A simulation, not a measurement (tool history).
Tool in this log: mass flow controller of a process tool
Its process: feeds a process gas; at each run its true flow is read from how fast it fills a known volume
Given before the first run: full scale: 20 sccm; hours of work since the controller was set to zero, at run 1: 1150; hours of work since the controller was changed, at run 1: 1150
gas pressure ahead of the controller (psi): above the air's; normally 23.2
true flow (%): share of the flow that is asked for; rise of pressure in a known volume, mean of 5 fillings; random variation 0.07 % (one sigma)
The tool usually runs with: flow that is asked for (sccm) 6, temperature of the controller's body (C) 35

run     hour  flow that is asked for (sccm)  gas pressure ahead of the controller (psi)  temperature of the controller's body (C)  hours of work since the controller was set to zero  hours of work since the controller was changed  true flow (%)
  1        0                              6                                        23.2                                        35                                                1150                                            1150          97.48
  2    281.2                              6                                        23.2                                        35                                                1271                                            1271          97.52
  3    570.5                              6                                        23.2                                        35                                                1395                                            1395          97.39
  4   1038.3                              9                                        23.2                                        35                                                1595                                            1595          97.93
  5     1337                              9                                        23.2                                        35                                                1723                                            1723          97.82
  6   1688.5                              6                                        23.2                                        25                                                1874                                            1874          97.09
  7   2000.2                              6                                        23.2                                        25                                                2008                                            2008          97.05
  8   2228.9                              6                                        23.2                                        25                                                2106                                            2106          97.02
  9   2614.4                              6                                        23.2                                        25                                                2271                                            2271             97
 10   3102.3                              2                                        23.2                                        35                                                2480                                            2480          97.56
 11   3497.6                              6                                        23.5                                        35                                                2650                                            2650          97.31
 12   3940.4                              6                                        23.5                                        35                                                2840                                            2840          97.31
 13   4156.7                              6                                        23.2                                        33                                                2932                                            2932          97.24
 14   4544.7                              6                                        36.3                                        33                                                3099                                            3099          97.93
 15   4980.6                              6                                        36.3                                        33                                                3286                                            3286           97.8
 16   5201.9                              6                                        36.3                                        33                                                3381                                            3381          97.78
 17   5624.7                              3                                        23.2                                        35                                                3562                                            3562          97.19
 18   5861.7                              3                                        23.2                                        35                                                3664                                            3664          97.22
 19   6251.7                              3                                        27.6                                        35                                                3831                                            3831          97.52
 20   6657.2                              6                                        23.2                                        35                                                4005                                            4005          97.14
 21     6921                              6                                        23.2                                        23                                                4118                                            4118          96.56
 22     7352                              6                                        23.2                                        23                                                4303                                            4303          96.46
 23   7555.6                              6                                        23.2                                        23                                                4390                                            4390          96.58
 24   8049.7                              6                                        23.2                                        23                                                4602                                            4602          96.67
 25   8451.5                              6                                          37                                        35                                                4774                                            4774          97.68
 26   8752.9                              2                                        29.7                                        35                                                4903                                            4903          98.31
 27   9237.9                              2                                        39.7                                        29                                                5111                                            5111          98.59
 28   9541.5                              2                                        39.7                                        29                                                5242                                            5242          98.74
 29   9843.6                              7                                          21                                        25                                                5371                                            5371          96.38
 30  10069.3                             14                                        21.9                                        39                                                5468                                            5468          97.63
 31  10442.1                              2                                        35.8                                        35                                                5628                                            5628          98.76
 32  10886.2                              2                                        35.8                                        35                                                5818                                            5818          98.73
 33    11122                              2                                        35.8                                        35                                                5919                                            5919          98.73
 34  11493.6                              6                                        22.8                                        23                                                6079                                            6079          96.33
 35  11714.6                              6                                        23.2                                        30                                                6174                                            6174          96.49
 36    12083                              6                                          28                                        30                                                6331                                            6331          96.83
 37    12480                              6                                          28                                        30                                                6502                                            6502          96.81
 38  12849.7                              4                                        36.4                                        30                                                6660                                            6660          97.38
 39  13175.4                              3                                        33.4                                        31                                                6800                                            6800          97.63
 40  13592.4                              3                                        28.9                                        35                                                6979                                            6979          97.59
 41  13912.3                              5                                        23.2                                        29                                                7116                                            7116          96.51
     13945.4  -- controller's zero set anew
 42  14203.9                              6                                        23.2                                        23                                                 111                                            7241          94.89
 43  14405.1                              7                                        24.2                                        39                                                 197                                            7327           95.7
 44  14830.6                              6                                        32.3                                        22                                                 380                                            7509          95.28
 45  15132.8                              4                                        37.1                                        36                                                 509                                            7639          95.71
 46  15569.9                              7                                        23.8                                        35                                                 697                                            7827          95.54
 47  15809.2                              9                                        23.2                                        35                                                 799                                            7929          95.68

5 ways to go on from here, each from the tool as it stands after run 47. What would each give?
  A  16197.8                              9                                        39.9                                        21                                                 966                                            8096              ?
  B  16197.8                              9                                        20.7                                        23                                                 966                                            8096              ?
  C  16197.8                              9                                        26.7                                        35                                                 966                                            8096              ?
  D  16197.8                              4                                        23.2                                        29                                                 966                                            8096              ?
  E  16197.8                              3                                        23.2                                        34                                                 966                                            8096              ?

run  true flow (%)
  A          96.15
  B          95.22
  C          95.98
  D          94.74
  E          94.75
Without the tool's hidden state the same runs would have given:
run  true flow (%)
  A          98.64
  B           97.7
  C          98.46
  D          97.08
  E             97
